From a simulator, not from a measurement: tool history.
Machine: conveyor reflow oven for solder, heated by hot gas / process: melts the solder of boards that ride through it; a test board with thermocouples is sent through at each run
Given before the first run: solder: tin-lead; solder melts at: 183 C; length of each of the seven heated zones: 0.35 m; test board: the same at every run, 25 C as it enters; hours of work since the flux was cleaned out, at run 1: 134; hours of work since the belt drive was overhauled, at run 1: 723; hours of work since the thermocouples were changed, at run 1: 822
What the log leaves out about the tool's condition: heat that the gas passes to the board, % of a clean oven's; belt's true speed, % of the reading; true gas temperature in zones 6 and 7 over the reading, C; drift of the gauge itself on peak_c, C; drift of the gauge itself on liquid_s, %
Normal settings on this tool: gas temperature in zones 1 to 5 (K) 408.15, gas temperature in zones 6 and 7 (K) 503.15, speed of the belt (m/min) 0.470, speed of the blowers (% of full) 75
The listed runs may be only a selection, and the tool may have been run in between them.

run,day,gas temperature in zones 1 to 5 (K),gas temperature in zones 6 and 7 (K),speed of the belt (m/min),speed of the blowers (% of full),hours of work since the flux was cleaned out,hours of work since the belt drive was overhauled,hours of work since the thermocouples were changed,highest temperature of the board (K),time above the solder's melting point (s)
1,0.000,408.15,503.15,0.470,75,134,723,822,489.85,67.2
2,0.667,408.15,503.15,0.470,75,146,735,834,489.15,66.9
# day 1.279: flux residue cleaned out of gas plates and filters
3,1.300,408.15,503.15,0.470,75,0,743,842,490.35,68.5
4,1.992,408.15,503.15,0.470,69,13,755,854,488.95,66.6
# day 2.246: thermocouples of zones 6 and 7 changed
5,2.783,408.15,503.15,0.470,69,25,768,10,490.75,68.3
6,3.521,408.15,503.15,0.470,69,39,781,23,490.85,68.3
7,4.154,408.15,503.15,0.470,69,50,792,34,490.85,68.3
8,5.042,408.15,503.15,0.470,69,66,808,50,490.85,68.3
9,6.067,408.15,501.15,0.470,69,84,826,68,488.35,66.4
10,7.004,408.15,501.15,0.470,69,101,843,85,488.55,66.6
11,7.688,408.15,501.15,0.470,69,113,855,97,488.35,66.1
12,8.242,408.15,503.15,0.470,50,123,865,107,484.65,60.3
13,8.975,408.15,503.15,0.470,56,136,878,120,486.45,62.9
14,9.771,394.15,503.15,0.470,75,150,893,135,489.65,62.7
# day 10.183: flux residue cleaned out of gas plates and filters
15,10.754,394.15,493.15,0.414,77,10,906,148,485.15,68.6
16,11.283,408.15,508.15,0.414,77,20,916,158,500.35,86.7
17,12.196,408.15,508.15,0.414,77,36,932,174,499.25,86.6
18,13.029,408.15,509.15,0.545,75,51,947,189,493.25,60.1
# day 13.950: belt drive overhauled, speed set with a stopwatch
19,14.008,408.15,503.15,0.508,54,65,1,204,482.75,52.8
20,15.038,408.15,503.15,0.431,54,84,19,222,488.05,70.1
21,15.867,408.15,517.15,0.470,75,99,34,237,503.55,76.8
22,16.600,408.15,503.15,0.534,57,112,47,250,481.75,48.8
23,17.238,407.15,506.15,0.533,77,123,59,261,489.85,58.3
24,17.671,408.15,503.15,0.470,58,131,67,269,486.15,62.0
25,18.404,408.15,503.15,0.470,58,144,80,282,486.15,62.1
# day 19.146: flux residue cleaned out of gas plates and filters
26,19.567,408.15,503.15,0.470,58,8,97,299,486.85,63.2
27,20.058,408.15,503.15,0.470,58,16,106,308,486.75,62.8

Below are 5 alternative next runs, each starting from the tool's condition after run 27. Predict each:
A,20.833,408.15,494.15,0.470,58,30,119,322,?,?
B,20.833,408.15,512.15,0.470,75,30,119,322,?,?
C,20.833,408.15,491.15,0.507,51,30,119,322,?,?
D,20.833,408.15,494.15,0.470,66,30,119,322,?,?
E,20.833,396.15,503.15,0.548,52,30,119,322,?,?

run,highest temperature of the board (K),time above the solder's melting point (s)
A,478.15,54.1
B,499.25,74.3
C,471.45,37.9
D,480.85,57.4
E,475.75,36.9
Take away the tool's hidden state, keep each run's random variation, and the runs would have read:
run,highest temperature of the board (K),time above the solder's melting point (s)
A,479.15,55.3
B,500.35,74.8
C,472.45,39.4
D,481.95,58.5
E,476.75,38.0

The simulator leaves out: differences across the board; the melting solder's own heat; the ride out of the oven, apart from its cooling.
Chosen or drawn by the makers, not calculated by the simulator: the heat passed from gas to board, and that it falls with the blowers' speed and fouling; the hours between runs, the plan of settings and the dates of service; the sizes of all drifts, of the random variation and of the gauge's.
